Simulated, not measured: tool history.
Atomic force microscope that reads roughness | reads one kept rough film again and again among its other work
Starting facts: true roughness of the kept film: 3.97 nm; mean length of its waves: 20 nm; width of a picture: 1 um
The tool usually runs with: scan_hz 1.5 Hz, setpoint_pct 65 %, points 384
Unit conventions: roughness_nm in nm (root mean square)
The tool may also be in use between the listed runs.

Run 1, hour 0: usual settings. Result: roughness_nm 3.133 nm (root mean square).
Run 2, hour 9: usual settings. Result: roughness_nm 3.034 nm (root mean square).
Run 3, hour 16.8: usual settings. Result: roughness_nm 2.95 nm (root mean square).
Run 4, hour 24.5: usual settings. Result: roughness_nm 2.879 nm (root mean square).
Run 5, hour 31.3: usual settings but setpoint_pct 89 %. Result: roughness_nm 2.679 nm (root mean square).
Run 6, hour 37.6: usual settings but setpoint_pct 89 %, points 267. Result: roughness_nm 2.542 nm (root mean square).
Run 7, hour 43.1: usual settings but scan_hz 3 Hz, setpoint_pct 89 %, points 267. Result: roughness_nm 2.336 nm (root mean square).
Run 8, hour 50.9: usual settings. Result: roughness_nm 2.653 nm (root mean square).
Run 9, hour 59.2: usual settings. Result: roughness_nm 2.598 nm (root mean square).
Run 10, hour 65.4: usual settings. Result: roughness_nm 2.535 nm (root mean square).
Run 11, hour 73.5: usual settings. Result: roughness_nm 2.462 nm (root mean square).
Run 12, hour 80.5: usual settings. Result: roughness_nm 2.438 nm (root mean square).
Run 13, hour 85.3: usual settings. Result: roughness_nm 2.4 nm (root mean square).
Run 14, hour 90.2: usual settings. Result: roughness_nm 2.39 nm (root mean square).
Run 15, hour 96.2: usual settings. Result: roughness_nm 2.338 nm (root mean square).
Run 16, hour 104.5: usual settings but setpoint_pct 75 %. Result: roughness_nm 2.238 nm (root mean square).
Run 17, hour 112.4: usual settings but setpoint_pct 75 %. Result: roughness_nm 2.189 nm (root mean square).
Run 18, hour 119.9: usual settings but setpoint_pct 75 %. Result: roughness_nm 2.146 nm (root mean square).
Run 19, hour 127.6: usual settings but setpoint_pct 75 %. Result: roughness_nm 2.113 nm (root mean square).
Run 20, hour 137.1: usual settings but setpoint_pct 75 %. Result: roughness_nm 2.058 nm (root mean square).
Run 21, hour 145.2: usual settings but setpoint_pct 75 %. Result: roughness_nm 2.008 nm (root mean square).
Run 22, hour 150: usual settings. Result: roughness_nm 2.017 nm (root mean square).
Run 23, hour 155.7: usual settings. Result: roughness_nm 2.015 nm (root mean square).
At hour 156.9: new tip fitted.
Run 24, hour 164.5: usual settings. Result: roughness_nm 3.057 nm (root mean square).
Run 25, hour 173.8: usual settings. Result: roughness_nm 2.958 nm (root mean square).
Run 26, hour 180.7: usual settings but scan_hz 1.2 Hz. Result: roughness_nm 2.894 nm (root mean square).
Run 27, hour 188.1: usual settings but setpoint_pct 90 %. Result: roughness_nm 2.656 nm (root mean square).
Run 28, hour 194.8: usual settings but setpoint_pct 88 %. Result: roughness_nm 2.616 nm (root mean square).
Run 29, hour 200.5: usual settings but scan_hz 3.8 Hz, setpoint_pct 86 %, points 284. Result: roughness_nm 2.315 nm (root mean square).
Run 30, hour 208.1: usual settings but setpoint_pct 83 %, points 638. Result: roughness_nm 2.556 nm (root mean square).

What does the tool deliver on the next run?
Run 31, hour 212.8: usual settings but setpoint_pct 83 %, points 638. Result: roughness_nm ?.

Run 31 gave roughness_nm 2.538 nm (root mean square).
Minus the tool's unlogged condition, the same run would have read roughness_nm 3.103 nm (root mean square).
